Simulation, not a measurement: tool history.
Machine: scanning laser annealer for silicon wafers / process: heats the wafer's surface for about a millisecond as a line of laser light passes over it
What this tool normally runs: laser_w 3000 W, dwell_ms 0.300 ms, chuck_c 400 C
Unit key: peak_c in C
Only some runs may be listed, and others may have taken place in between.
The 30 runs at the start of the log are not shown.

| run | hour | laser_w | dwell_ms | chuck_c | hours of work since the window was cleaned | hours of work since the power meter was calibrated | hours of work since the optics were aligned | peak_c |
|---|---|---|---|---|---|---|---|---|
| 31 | 380.1 | 2551 | 0.216 | 377 | 68 | 402 | 879 | 910 |
| 32 | 397.5 | 2755 | 0.300 | 400 | 81 | 415 | 892 | 1094 |
|  | 405.9 | optics aligned, line set to its width |
| 33 | 418.2 | 2803 | 0.246 | 435 | 92 | 426 | 9 | 1064 |
| 34 | 433.5 | 2803 | 0.246 | 435 | 103 | 438 | 20 | 1071 |
| 35 | 449.2 | 3285 | 0.302 | 400 | 115 | 449 | 32 | 1227 |
| 36 | 459.7 | 2664 | 0.252 | 399 | 123 | 457 | 40 | 1010 |
| 37 | 472.1 | 3112 | 0.317 | 400 | 132 | 466 | 49 | 1205 |
| 38 | 486.9 | 3000 | 0.366 | 376 | 143 | 477 | 60 | 1224 |

Forecast each of these 4 alternatives for the next run:
| A | 501.4 | 3293 | 0.272 | 400 | 154 | 488 | 70 | ? |
| B | 501.4 | 3000 | 0.246 | 376 | 154 | 488 | 70 | ? |
| C | 501.4 | 3000 | 0.366 | 399 | 154 | 488 | 70 | ? |
| D | 501.4 | 3000 | 0.314 | 411 | 154 | 488 | 70 | ? |

| run | peak_c |
|---|---|
| A | 1179 |
| B | 1046 |
| C | 1251 |
| D | 1185 |
Take away the tool's hidden state, keep each run's random variation, and the runs would have read:
| run | peak_c |
|---|---|
| A | 1183 |
| B | 1050 |
| C | 1255 |
| D | 1190 |
